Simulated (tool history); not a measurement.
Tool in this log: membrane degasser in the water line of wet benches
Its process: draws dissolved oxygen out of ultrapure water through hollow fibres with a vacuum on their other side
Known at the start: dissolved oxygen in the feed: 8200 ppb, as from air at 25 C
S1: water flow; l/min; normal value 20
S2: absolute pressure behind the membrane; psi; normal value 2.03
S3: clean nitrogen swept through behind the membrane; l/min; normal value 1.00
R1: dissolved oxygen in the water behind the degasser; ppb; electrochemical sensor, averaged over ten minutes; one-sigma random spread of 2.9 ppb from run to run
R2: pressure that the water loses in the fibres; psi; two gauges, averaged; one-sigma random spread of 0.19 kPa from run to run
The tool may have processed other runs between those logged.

run 1 day=0.000 | S1=20 S2=2.03 S3=1.00 | R1=482.2 R2=5.272
run 2 day=2.138 | S1=16 S2=2.03 S3=1.00 | R1=392.0 R2=4.302
run 3 day=4.471 | S1=16 S2=2.03 S3=1.00 | R1=390.4 R2=4.245
run 4 day=7.408 | S1=16 S2=2.03 S3=1.00 | R1=387.6 R2=4.295
run 5 day=8.867 | S1=16 S2=2.03 S3=1.00 | R1=391.2 R2=4.309
run 6 day=11.867 | S1=20 S2=2.03 S3=0.74 | R1=610.4 R2=5.342
run 7 day=13.658 | S1=20 S2=2.03 S3=0.74 | R1=608.7 R2=5.359
run 8 day=15.892 | S1=20 S2=2.03 S3=1.00 | R1=480.9 R2=5.343
run 9 day=18.475 | S1=20 S2=2.03 S3=1.00 | R1=479.6 R2=5.323
run 10 day=20.242 | S1=20 S2=2.03 S3=1.00 | R1=481.6 R2=5.334
run 11 day=22.562 | S1=25 S2=2.03 S3=1.00 | R1=605.3 R2=6.656
run 12 day=24.988 | S1=25 S2=2.03 S3=1.00 | R1=600.7 R2=6.644
run 13 day=26.617 | S1=25 S2=2.03 S3=1.00 | R1=605.9 R2=6.651
run 14 day=28.458 | S1=25 S2=3.86 S3=1.00 | R1=1165.0 R2=6.709
run 15 day=31.300 | S1=25 S2=3.86 S3=1.00 | R1=1170.6 R2=6.699
run 16 day=34.225 | S1=20 S2=2.26 S3=0.60 | R1=818.7 R2=5.368
run 17 day=37.042 | S1=20 S2=2.26 S3=0.60 | R1=821.7 R2=5.330
run 18 day=38.500 | S1=29 S2=2.41 S3=1.47 | R1=644.4 R2=7.712
run 19 day=41.250 | S1=30 S2=2.03 S3=0.41 | R1=1312.5 R2=8.006
-- day=41.479 vacuum gauge calibrated
run 20 day=42.933 | S1=30 S2=2.03 S3=0.41 | R1=1321.3 R2=8.092
run 21 day=45.467 | S1=13 S2=5.02 S3=1.00 | R1=872.3 R2=3.491
run 22 day=47.925 | S1=16 S2=3.71 S3=1.00 | R1=767.8 R2=4.273
run 23 day=51.000 | S1=14 S2=1.44 S3=0.91 | R1=246.2 R2=3.752
run 24 day=54.433 | S1=14 S2=2.03 S3=0.46 | R1=672.0 R2=3.751
-- day=55.779 vacuum gauge calibrated, once more
run 25 day=57.725 | S1=14 S2=2.03 S3=0.46 | R1=652.9 R2=3.777
run 26 day=61.038 | S1=14 S2=1.60 S3=0.46 | R1=480.6 R2=3.762
run 27 day=62.996 | S1=25 S2=1.93 S3=0.94 | R1=583.3 R2=6.743
run 28 day=65.308 | S1=25 S2=1.93 S3=0.94 | R1=593.9 R2=6.714
run 29 day=66.946 | S1=32 S2=1.93 S3=2.85 | R1=387.7 R2=8.620

Alternative continuations, all from the tool just after run 29; predict every row:
run A day=70.183 | S1=23 S2=2.39 S3=1.76 | R1=? R2=?
run B day=70.183 | S1=32 S2=1.93 S3=0.68 | R1=? R2=?
run C day=70.183 | S1=26 S2=1.74 S3=2.85 | R1=? R2=?
run D day=70.183 | S1=29 S2=2.86 S3=1.10 | R1=? R2=?
run E day=70.183 | S1=30 S2=1.65 S3=0.72 | R1=? R2=?

run=A R1=417.9 R2=6.224
run=B R1=951.3 R2=8.527
run=C R1=242.0 R2=6.943
run=D R1=934.5 R2=7.804
run=E R1=721.4 R2=7.997
Had the tool no hidden state, the same runs would have come out as:
run=A R1=412.1 R2=6.068
run=B R1=940.6 R2=8.315
run=C R1=234.5 R2=6.769
run=D R1=924.5 R2=7.612
run=E R1=711.9 R2=7.799
